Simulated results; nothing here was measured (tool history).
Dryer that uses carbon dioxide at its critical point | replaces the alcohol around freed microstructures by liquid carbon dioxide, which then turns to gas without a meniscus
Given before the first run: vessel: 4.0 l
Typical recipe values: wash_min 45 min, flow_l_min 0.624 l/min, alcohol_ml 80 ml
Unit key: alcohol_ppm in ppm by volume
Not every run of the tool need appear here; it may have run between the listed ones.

run,hour,wash_min,flow_l_min,alcohol_ml,alcohol_ppm
1,0.0,45,0.624,80,89
2,9.9,45,0.624,80,78
3,16.5,45,0.624,80,91
4,21.8,45,0.624,80,80
5,30.1,45,0.624,80,84
6,38.4,62,0.624,80,33
7,50.5,62,0.624,80,26
8,55.8,62,0.624,80,35
9,64.1,62,0.624,80,27
10,75.3,62,0.624,80,35
11,80.5,62,0.624,80,37
12,90.5,62,0.624,80,42
13,99.2,62,0.624,80,39
14,109.4,62,0.624,80,35
15,121.2,62,0.624,80,43
16,129.4,45,0.624,80,119
17,136.4,40,0.624,80,183
18,144.3,32,0.624,80,442
19,154.4,50,0.624,80,78
20,164.6,50,0.624,80,86
21,174.0,50,0.624,80,77
22,185.5,30,0.624,80,588
23,193.7,30,0.624,80,586
# hour 200.1: inlet filter changed
24,203.5,30,0.624,80,351
25,213.8,28,0.542,51,487
26,219.0,31,0.436,88,1100
27,226.7,71,1.031,47,37
28,233.5,51,0.624,60,53
29,243.8,68,0.570,38,45
30,255.3,68,0.570,38,40
31,264.1,72,0.525,38,38

Run 32 is up next; what results do you expect?
32,271.9,48,0.624,33,?

Run 32 gave alcohol_ppm 60 ppm by volume.
The same run, on a tool lacking any hidden state, would have yielded alcohol_ppm 22 ppm by volume.

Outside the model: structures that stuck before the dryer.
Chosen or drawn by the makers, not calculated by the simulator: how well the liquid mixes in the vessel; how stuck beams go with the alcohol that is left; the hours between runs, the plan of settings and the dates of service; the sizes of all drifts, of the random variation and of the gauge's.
